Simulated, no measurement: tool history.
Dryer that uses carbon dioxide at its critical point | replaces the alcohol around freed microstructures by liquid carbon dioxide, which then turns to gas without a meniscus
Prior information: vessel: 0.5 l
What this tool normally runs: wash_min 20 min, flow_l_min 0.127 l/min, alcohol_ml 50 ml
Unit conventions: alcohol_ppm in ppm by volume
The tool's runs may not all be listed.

run 1 day=0 | wash_min=20 flow_l_min=0.127 alcohol_ml=50 | alcohol_ppm=2379
run 2 day=1.021 | wash_min=20 flow_l_min=0.127 alcohol_ml=50 | alcohol_ppm=2567
run 3 day=1.638 | wash_min=25 flow_l_min=0.127 alcohol_ml=50 | alcohol_ppm=1167
run 4 day=2.308 | wash_min=25 flow_l_min=0.127 alcohol_ml=50 | alcohol_ppm=1214
run 5 day=3.362 | wash_min=20 flow_l_min=0.127 alcohol_ml=50 | alcohol_ppm=2951
run 6 day=4.312 | wash_min=14 flow_l_min=0.127 alcohol_ml=50 | alcohol_ppm=8628
run 7 day=5.375 | wash_min=14 flow_l_min=0.127 alcohol_ml=50 | alcohol_ppm=8985
run 8 day=6.012 | wash_min=14 flow_l_min=0.127 alcohol_ml=50 | alcohol_ppm=9037
run 9 day=7.025 | wash_min=20 flow_l_min=0.127 alcohol_ml=50 | alcohol_ppm=3677
run 10 day=7.838 | wash_min=20 flow_l_min=0.127 alcohol_ml=50 | alcohol_ppm=3757
-- day=7.938 inlet filter changed
run 11 day=9.083 | wash_min=20 flow_l_min=0.127 alcohol_ml=50 | alcohol_ppm=2417
run 12 day=9.879 | wash_min=20 flow_l_min=0.127 alcohol_ml=50 | alcohol_ppm=2587
run 13 day=10.438 | wash_min=20 flow_l_min=0.127 alcohol_ml=50 | alcohol_ppm=2687
run 14 day=10.979 | wash_min=17 flow_l_min=0.127 alcohol_ml=50 | alcohol_ppm=4551
run 15 day=11.517 | wash_min=17 flow_l_min=0.127 alcohol_ml=50 | alcohol_ppm=4720
run 16 day=12.6 | wash_min=22 flow_l_min=0.177 alcohol_ml=72 | alcohol_ppm=853
run 17 day=13.479 | wash_min=22 flow_l_min=0.177 alcohol_ml=72 | alcohol_ppm=902
run 18 day=14.042 | wash_min=22 flow_l_min=0.177 alcohol_ml=22 | alcohol_ppm=464
-- day=14.7 purifier's bed changed
run 19 day=15.196 | wash_min=22 flow_l_min=0.177 alcohol_ml=22 | alcohol_ppm=236
run 20 day=16.05 | wash_min=22 flow_l_min=0.127 alcohol_ml=70 | alcohol_ppm=3482
run 21 day=17.092 | wash_min=19 flow_l_min=0.17 alcohol_ml=70 | alcohol_ppm=2101
-- day=17.754 inlet filter changed
run 22 day=17.9 | wash_min=14 flow_l_min=0.081 alcohol_ml=23 | alcohol_ppm=8142
run 23 day=18.567 | wash_min=19 flow_l_min=0.193 alcohol_ml=77 | alcohol_ppm=599
run 24 day=19.871 | wash_min=18 flow_l_min=0.086 alcohol_ml=50 | alcohol_ppm=10189
run 25 day=20.958 | wash_min=18 flow_l_min=0.086 alcohol_ml=50 | alcohol_ppm=11007
run 26 day=22.004 | wash_min=18 flow_l_min=0.086 alcohol_ml=50 | alcohol_ppm=11075
run 27 day=22.542 | wash_min=15 flow_l_min=0.187 alcohol_ml=50 | alcohol_ppm=1941
run 28 day=23.767 | wash_min=15 flow_l_min=0.187 alcohol_ml=50 | alcohol_ppm=2104
run 29 day=25.008 | wash_min=15 flow_l_min=0.136 alcohol_ml=106 | alcohol_ppm=13559
run 30 day=26.283 | wash_min=15 flow_l_min=0.136 alcohol_ml=106 | alcohol_ppm=14199

Each row is a separate what-if for the run after 30, all from the same tool condition, not one after another. Results?
run A day=27.275 | wash_min=28 flow_l_min=0.101 alcohol_ml=23 | alcohol_ppm=?
run B day=27.275 | wash_min=15 flow_l_min=0.136 alcohol_ml=31 | alcohol_ppm=?
run C day=27.275 | wash_min=17 flow_l_min=0.142 alcohol_ml=54 | alcohol_ppm=?
run D day=27.275 | wash_min=17 flow_l_min=0.127 alcohol_ml=50 | alcohol_ppm=?
run E day=27.275 | wash_min=23 flow_l_min=0.136 alcohol_ml=106 | alcohol_ppm=?

run=A alcohol_ppm=1251
run=B alcohol_ppm=4364
run=C alcohol_ppm=4813
run=D alcohol_ppm=6192
run=E alcohol_ppm=3597
Without the tool's hidden state the same runs would have given:
run=A alcohol_ppm=601
run=B alcohol_ppm=2633
run=C alcohol_ppm=2653
run=D alcohol_ppm=3641
run=E alcohol_ppm=1661
